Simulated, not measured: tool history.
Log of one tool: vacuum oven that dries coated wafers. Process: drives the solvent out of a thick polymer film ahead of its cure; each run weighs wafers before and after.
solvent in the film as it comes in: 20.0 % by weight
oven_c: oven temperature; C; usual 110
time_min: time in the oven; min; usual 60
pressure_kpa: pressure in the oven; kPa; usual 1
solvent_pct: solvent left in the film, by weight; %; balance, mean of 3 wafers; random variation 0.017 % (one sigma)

| run | hour | oven_c | time_min | pressure_kpa | solvent_pct |
|---|---|---|---|---|---|
| 1 | 0 | 110 | 60 | 1 | 2.85 |
| 2 | 44.5 | 110 | 60 | 1 | 2.84 |
| 3 | 95.1 | 110 | 60 | 1 | 2.88 |
| 4 | 144.4 | 110 | 60 | 1 | 2.84 |
|  | 166.8 | oven's thermocouples calibrated |
| 5 | 216.9 | 119 | 60 | 1 | 1.27 |
| 6 | 287.7 | 110 | 60 | 1 | 2.87 |
| 7 | 349.9 | 110 | 60 | 1 | 2.87 |
| 8 | 404.9 | 124 | 77 | 1.9 | 0.9 |
| 9 | 477.8 | 99 | 77 | 1.9 | 5.28 |
| 10 | 522.9 | 124 | 77 | 1.92 | 0.92 |
| 11 | 592.3 | 124 | 77 | 1.92 | 0.91 |

3 ways to go on from here, each from the tool as it stands after run 11. What would each give?
| A | 648.1 | 110 | 76 | 1.63 | ? |
| B | 648.1 | 124 | 77 | 1.48 | ? |
| C | 648.1 | 107 | 47 | 2.29 | ? |

| run | solvent_pct |
|---|---|
| A | 2.32 |
| B | 0.71 |
| C | 5.59 |
Without the tool's hidden state the same runs would have given:
| run | solvent_pct |
|---|---|
| A | 2.32 |
| B | 0.7 |
| C | 5.6 |

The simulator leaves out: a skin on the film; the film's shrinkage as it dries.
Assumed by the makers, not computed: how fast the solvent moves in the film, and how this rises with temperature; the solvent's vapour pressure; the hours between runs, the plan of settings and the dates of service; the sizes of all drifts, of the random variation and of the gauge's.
